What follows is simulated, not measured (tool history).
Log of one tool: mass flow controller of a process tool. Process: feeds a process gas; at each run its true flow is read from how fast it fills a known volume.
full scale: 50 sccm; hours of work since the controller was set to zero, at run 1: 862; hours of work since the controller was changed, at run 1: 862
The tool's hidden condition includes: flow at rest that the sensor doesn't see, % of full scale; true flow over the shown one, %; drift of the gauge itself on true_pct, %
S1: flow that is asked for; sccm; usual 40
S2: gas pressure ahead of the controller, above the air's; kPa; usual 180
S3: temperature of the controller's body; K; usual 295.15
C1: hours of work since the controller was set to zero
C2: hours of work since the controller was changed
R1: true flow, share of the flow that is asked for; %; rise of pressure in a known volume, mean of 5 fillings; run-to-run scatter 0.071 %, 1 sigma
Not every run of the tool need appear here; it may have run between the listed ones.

| run | hour | S1 | S2 | S3 | C1 | C2 | R1 |
|---|---|---|---|---|---|---|---|
| 1 | 0.0 | 40 | 180 | 295.15 | 862 | 862 | 99.65 |
| 2 | 173.8 | 40 | 180 | 295.15 | 952 | 952 | 99.62 |
| 3 | 269.4 | 40 | 228 | 295.15 | 1002 | 1002 | 99.40 |
| 4 | 369.2 | 40 | 228 | 295.15 | 1053 | 1053 | 99.31 |
| 5 | 506.1 | 40 | 228 | 295.15 | 1124 | 1124 | 99.36 |
| 6 | 608.9 | 40 | 228 | 295.15 | 1177 | 1177 | 99.14 |
| 7 | 760.7 | 40 | 228 | 295.15 | 1256 | 1256 | 99.12 |
| 8 | 885.3 | 40 | 228 | 295.15 | 1321 | 1321 | 99.03 |
| 9 | 985.6 | 40 | 228 | 295.15 | 1372 | 1372 | 99.13 |
| 10 | 1164.7 | 40 | 228 | 295.15 | 1465 | 1465 | 98.96 |
| 11 | 1325.7 | 40 | 228 | 295.15 | 1548 | 1548 | 98.99 |
| 12 | 1457.2 | 40 | 228 | 295.15 | 1617 | 1617 | 98.97 |
| 13 | 1592.2 | 40 | 228 | 295.15 | 1686 | 1686 | 98.84 |
| 14 | 1785.9 | 40 | 228 | 295.15 | 1787 | 1787 | 98.84 |
| 15 | 1982.8 | 40 | 228 | 295.15 | 1889 | 1889 | 98.71 |
| 16 | 2182.7 | 43 | 242 | 310.15 | 1992 | 1992 | 98.07 |
| 17 | 2318.1 | 43 | 256 | 294.15 | 2062 | 2062 | 98.67 |
| 18 | 2450.8 | 43 | 256 | 294.15 | 2131 | 2131 | 98.57 |
| 19 | 2645.8 | 37 | 180 | 306.15 | 2232 | 2232 | 97.98 |
| 20 | 2822.1 | 40 | 188 | 301.15 | 2323 | 2323 | 98.49 |
| 21 | 2975.3 | 40 | 164 | 295.15 | 2402 | 2402 | 98.61 |
| 22 | 3123.2 | 40 | 164 | 295.15 | 2479 | 2479 | 98.60 |
| 23 | 3337.5 | 40 | 164 | 295.15 | 2590 | 2590 | 98.40 |
| 24 | 3467.3 | 18 | 221 | 295.15 | 2657 | 2657 | 96.88 |
| 25 | 3691.3 | 6 | 151 | 295.15 | 2773 | 2773 | 96.37 |
| 26 | 3837.0 | 40 | 199 | 301.15 | 2848 | 2848 | 97.91 |
| 27 | 4038.2 | 40 | 274 | 297.15 | 2953 | 2953 | 97.59 |
| 28 | 4147.3 | 40 | 274 | 297.15 | 3009 | 3009 | 97.60 |

A few steps of R1 between consecutive runs. Split each: what settings, incoming material and random variation would produce without the hidden state, and what is left over for the hidden state, along with gauge scatter present in only one of the two compared results (measured, and without hidden state):
Run 9 -> 10: nothing adjusted, nothing logged. R1 -0.17 %: hidden state -0.07, all else -0.10.
Run 23 -> 24: S1 40 -> 18, S2 164 -> 221. R1 -1.52 %: hidden state -0.03, all else -1.49.
Run 24 -> 25: S1 18 -> 6, S2 221 -> 151. R1 -0.51 %: hidden state -0.08, all else -0.43.
Run 25 -> 26: S1 6 -> 40, S2 151 -> 199, S3 295.15 -> 301.15. R1 +1.54 %: hidden state -0.07, all else +1.61.
